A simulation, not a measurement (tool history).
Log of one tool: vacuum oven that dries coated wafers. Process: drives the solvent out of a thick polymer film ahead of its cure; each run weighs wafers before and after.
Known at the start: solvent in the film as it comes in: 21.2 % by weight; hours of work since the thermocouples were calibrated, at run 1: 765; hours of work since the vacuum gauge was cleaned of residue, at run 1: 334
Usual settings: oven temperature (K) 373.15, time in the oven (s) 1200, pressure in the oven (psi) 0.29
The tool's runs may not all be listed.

run   hour  oven temperature (K)  time in the oven (s)  pressure in the oven (psi)  hours of work since the thermocouples were calibrated  hours of work since the vacuum gauge was cleaned of residue  solvent left in the film (%)
  1      0                373.15                  1200                        0.29                                                    765                                                          334                          4.05
  2   26.3                373.15                  1200                        0.29                                                    778                                                          347                          4.08
  3   52.9                373.15                  1200                        0.29                                                    791                                                          360                          4.08
  4   87.1                373.15                  1200                        0.29                                                    808                                                          377                          4.11
  5  110.5                373.15                  1200                        0.29                                                    820                                                          389                          4.11
  6  132.1                373.15                  1200                        0.29                                                    831                                                          400                          4.14
  7  160.8                359.15                  1200                        0.29                                                    845                                                          414                          8.91
  8    205                366.15                  1200                        0.29                                                    867                                                          436                          6.42
  9  249.2                373.15                  1200                       0.322                                                    889                                                          459                          4.44
 10  297.8                373.15                  1200                       0.322                                                    914                                                          483                          4.48
 11  349.3                373.15                  1200                       0.322                                                    939                                                          509                          4.34
 12  381.5                373.15                  1200                       0.322                                                    956                                                          525                          4.59
 13  406.9                373.15                  1200                        0.29                                                    968                                                          537                          4.34
     422.8  -- oven's thermocouples calibrated
 14  436.4                378.15                   720                        0.29                                                      7                                                          551                          5.49
 15  469.9                374.15                  1680                        0.29                                                     24                                                          568                          3.29
 16  516.1                380.15                  1140                       0.225                                                     47                                                          591                          2.74
 17  559.9                372.15                  1140                       0.276                                                     69                                                          613                           5.3
     591.5  -- oven's thermocouples calibrated, once more
 18  591.5                372.15                  1140                       0.276                                                      0                                                          628                          4.15
 19  633.3                385.15                  1980                       0.276                                                     21                                                          649                          1.41
 20  659.5                381.15                   720                       0.276                                                     34                                                          662                          3.71
 21  684.9                378.15                  1200                       0.183                                                     47                                                          674                          2.09
 22  734.6                378.15                  1200                       0.183                                                     72                                                          699                          2.08
 23  769.9                378.15                  1200                       0.183                                                     89                                                          717                           2.1
 24  816.7                378.15                  1200                       0.183                                                    113                                                          740                          2.16
 25  843.8                378.15                  1200                       0.183                                                    126                                                          754                          2.17

Hidden state or all else? Some run-to-run changes of solvent left in the film (%), split into what the settings, what came in and random variation would give without the hidden state, and what is left for the hidden state (with any gauge scatter that isn't in both results):
The hidden state here: true wafer temperature over the reading, C; true pressure over the reading, kPa; drift of the gauge itself on solvent_pct, %.
Run 6 -> 7: oven temperature (K) 373.15 -> 359.15. solvent left in the film (%) +4.77: hidden state +0.29, all else +4.48.
Run 16 -> 17: oven temperature (K) 380.15 -> 372.15, pressure in the oven (psi) 0.225 -> 0.276. solvent left in the film (%) +2.56: hidden state +0.54, all else +2.02.
Run 17 -> 18: oven's thermocouples calibrated, once more. solvent left in the film (%) -1.15: hidden state -1.09, all else -0.06.
Run 18 -> 19: oven temperature (K) 372.15 -> 385.15, time in the oven (s) 1140 -> 1980. solvent left in the film (%) -2.74: hidden state -0.12, all else -2.62.

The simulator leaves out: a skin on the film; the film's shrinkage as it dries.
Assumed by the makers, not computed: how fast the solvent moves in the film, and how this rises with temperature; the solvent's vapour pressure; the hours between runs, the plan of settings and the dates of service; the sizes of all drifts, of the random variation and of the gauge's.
